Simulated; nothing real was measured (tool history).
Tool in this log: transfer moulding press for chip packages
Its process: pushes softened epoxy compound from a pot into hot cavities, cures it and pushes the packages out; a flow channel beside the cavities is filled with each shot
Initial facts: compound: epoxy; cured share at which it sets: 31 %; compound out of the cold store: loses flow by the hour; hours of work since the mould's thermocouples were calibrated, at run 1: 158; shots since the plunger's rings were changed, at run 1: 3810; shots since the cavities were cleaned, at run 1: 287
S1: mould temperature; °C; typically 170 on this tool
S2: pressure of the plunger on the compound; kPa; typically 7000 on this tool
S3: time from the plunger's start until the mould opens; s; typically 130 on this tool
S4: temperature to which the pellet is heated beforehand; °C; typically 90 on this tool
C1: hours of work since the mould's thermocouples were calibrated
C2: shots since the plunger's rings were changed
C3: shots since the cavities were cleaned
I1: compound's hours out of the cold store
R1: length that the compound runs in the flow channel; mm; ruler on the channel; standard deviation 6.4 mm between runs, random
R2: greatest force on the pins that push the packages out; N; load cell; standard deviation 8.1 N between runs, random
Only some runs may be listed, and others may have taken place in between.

| run | hour | S1 | S2 | S3 | S4 | C1 | C2 | C3 | I1 | R1 | R2 |
|---|---|---|---|---|---|---|---|---|---|---|---|
| 1 | 0.0 | 170 | 7000 | 130 | 90 | 158 | 3810 | 287 | 14.9 | 891 | 357 |
| 2 | 6.4 | 170 | 7000 | 130 | 90 | 162 | 3876 | 353 | 32.3 | 832 | 355 |
| 3 | 15.3 | 170 | 7000 | 130 | 90 | 169 | 3967 | 444 | 15.4 | 905 | 354 |
| 4 | 20.0 | 170 | 7000 | 130 | 90 | 172 | 4015 | 492 | 41.6 | 801 | 348 |
| 5 | 27.9 | 170 | 7000 | 130 | 90 | 177 | 4096 | 573 | 25.4 | 849 | 355 |
|  | 32.9 | plunger's sealing rings changed |
| 6 | 39.7 | 170 | 7000 | 130 | 90 | 184 | 69 | 667 | 24.0 | 872 | 368 |
| 7 | 46.9 | 170 | 7340 | 130 | 90 | 189 | 143 | 741 | 22.7 | 871 | 356 |
| 8 | 53.5 | 170 | 7340 | 130 | 90 | 194 | 211 | 809 | 15.9 | 915 | 371 |
|  | 55.5 | cavities cleaned with cleaning compound and waxed |
| 9 | 59.1 | 170 | 7990 | 170 | 90 | 196 | 252 | 36 | 32.1 | 886 | 330 |
| 10 | 65.3 | 170 | 7990 | 170 | 90 | 201 | 316 | 100 | 13.4 | 958 | 323 |
| 11 | 74.4 | 176 | 7990 | 157 | 90 | 207 | 409 | 193 | 31.2 | 871 | 316 |
| 12 | 78.7 | 176 | 7990 | 117 | 90 | 210 | 453 | 237 | 35.3 | 851 | 340 |

5 ways to go on from here, each from the tool as it stands after run 12. What would each give?
| A | 83.9 | 176 | 7410 | 117 | 99 | 214 | 506 | 290 | 21.7 | ? | ? |
| B | 83.9 | 176 | 7990 | 141 | 90 | 214 | 506 | 290 | 8.9 | ? | ? |
| C | 83.9 | 170 | 7000 | 134 | 90 | 214 | 506 | 290 | 35.7 | ? | ? |
| D | 83.9 | 176 | 7990 | 130 | 90 | 214 | 506 | 290 | 31.6 | ? | ? |
| E | 83.9 | 176 | 7330 | 128 | 84 | 214 | 506 | 290 | 18.6 | ? | ? |

| run | R1 | R2 |
|---|---|---|
| A | 863 | 354 |
| B | 962 | 350 |
| C | 826 | 356 |
| D | 858 | 331 |
| E | 880 | 347 |
What these runs would have given with no unlogged condition in the tool:
| run | R1 | R2 |
|---|---|---|
| A | 863 | 350 |
| B | 962 | 346 |
| C | 827 | 352 |
| D | 859 | 327 |
| E | 880 | 343 |
